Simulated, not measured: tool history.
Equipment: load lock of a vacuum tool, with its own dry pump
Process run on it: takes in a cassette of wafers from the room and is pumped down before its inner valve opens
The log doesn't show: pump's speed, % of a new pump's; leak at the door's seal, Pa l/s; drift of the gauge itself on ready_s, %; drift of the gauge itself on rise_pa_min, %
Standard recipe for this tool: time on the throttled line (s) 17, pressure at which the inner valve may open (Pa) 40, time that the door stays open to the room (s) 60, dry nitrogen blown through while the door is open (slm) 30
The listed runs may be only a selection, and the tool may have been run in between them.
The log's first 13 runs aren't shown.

run,day,time on the throttled line (s),pressure at which the inner valve may open (Pa),time that the door stays open to the room (s),dry nitrogen blown through while the door is open (slm),hours that the pump has run since its overhaul,times that the door has closed on its seal,"incoming humidity of the room's air, %",time from the closed door until the inner valve may open (s),rise of the pressure with all valves shut (Pa/min)
14,89.521,17,40,60,30,10314,20178,45.2,33.8,0.038
15,93.775,17,40,60,30,10416,20490,44.5,33.8,0.040
16,99.533,17,32,60,30,10554,20914,44.3,35.6,0.040
17,104.504,23,40,60,30,10673,21279,42.2,39.4,0.039
18,112.767,23,40,60,30,10871,21885,42.8,38.8,0.039
19,117.271,23,40,60,30,10979,22216,44.9,38.8,0.040
20,126.433,8,40,60,27,11199,22889,50.5,27.2,0.042
21,130.733,29,57,96,6,11303,23205,46.8,42.9,0.090
22,135.388,29,57,96,6,11414,23546,43.2,41.8,0.082
23,144.767,13,38,85,6,11639,24235,45.8,31.4,0.077
24,151.212,15,38,112,7,11794,24709,45.2,32.8,0.086
25,155.612,15,38,112,7,11900,25032,42.3,33.0,0.083
26,164.612,17,40,56,28,12116,25693,46.1,34.8,0.037
27,172.792,17,29,56,28,12312,26293,41.8,34.7,0.038
28,181.296,27,53,51,7,12516,26918,45.9,40.9,0.056
29,188.621,17,40,60,6,12692,27456,44.1,34.0,0.058
30,193.525,10,40,60,30,12810,27816,49.6,29.3,0.041
31,200.308,10,40,60,30,12972,28314,44.4,29.3,0.034
32,205.392,16,40,177,23,13094,28687,45.9,33.3,0.079
33,212.883,17,40,60,29,13274,29237,44.2,34.6,0.041
34,222.408,17,40,60,29,13503,29937,46.1,34.0,0.036
35,227.988,17,40,60,29,13637,30347,44.9,34.0,0.037
36,233.500,24,40,60,9,13769,30752,47.0,39.6,0.057
37,242.550,24,40,60,9,13986,31416,49.3,38.8,0.063

Branching from run 37: 3 alternative next runs. What would each branch give?
A,250.867,15,40,60,5,14186,32027,43.8,?,?
B,250.867,15,40,60,30,14186,32027,43.3,?,?
C,250.867,11,49,60,9,14186,32027,45.8,?,?

run,time from the closed door until the inner valve may open (s),rise of the pressure with all valves shut (Pa/min)
A,32.7,0.062
B,32.6,0.037
C,28.9,0.054
Take away the tool's hidden state, keep each run's random variation, and the runs would have read:
run,time from the closed door until the inner valve may open (s),rise of the pressure with all valves shut (Pa/min)
A,32.6,0.061
B,32.6,0.036
C,28.8,0.053
